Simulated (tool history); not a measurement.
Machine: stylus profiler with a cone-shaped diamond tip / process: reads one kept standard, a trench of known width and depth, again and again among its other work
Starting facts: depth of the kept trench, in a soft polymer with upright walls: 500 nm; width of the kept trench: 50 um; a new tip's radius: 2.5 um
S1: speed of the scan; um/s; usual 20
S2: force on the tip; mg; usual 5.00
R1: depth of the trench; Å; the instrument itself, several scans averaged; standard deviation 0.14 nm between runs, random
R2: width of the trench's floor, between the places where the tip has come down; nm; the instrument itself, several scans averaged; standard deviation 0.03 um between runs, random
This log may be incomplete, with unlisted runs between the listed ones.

run,day,S1,S2,R1,R2
1,0.000,20,5.00,5080.8,46930
2,0.692,22,5.00,5082.8,46930
3,1.375,22,5.00,5082.5,46890
4,2.129,20,9.68,5124.6,46940
5,2.817,37,5.00,5083.4,46830
6,3.283,37,5.00,5079.9,46880
7,3.754,37,5.00,5078.7,46860
8,4.512,20,5.00,5080.0,46900
9,4.900,20,5.00,5081.8,46970
10,5.288,13,5.00,5081.0,46950
11,5.912,13,5.00,5082.6,46930
12,6.617,31,5.00,5079.6,46860
13,7.204,31,5.00,5079.8,46880
14,7.538,31,5.00,5077.0,46840
15,8.021,36,3.64,5066.7,46780
16,8.571,17,11.98,5144.8,46970
17,9.296,17,11.98,5148.5,46930
18,9.658,59,6.95,5099.7,46760
19,9.983,32,2.67,5050.9,46860
20,10.338,26,3.61,5069.4,46880
21,10.867,26,3.61,5065.7,46850
22,11.621,38,4.62,5078.4,46810
23,12.312,8,2.51,5051.2,46940

What will run 24 give?
24,12.733,23,7.10,?,?

{"run 24": {"R1": 5104.7, "R2": 46870}}
The same run, on a tool lacking any hidden state, would have yielded R1 5104.8 Å, R2 46870 nm.
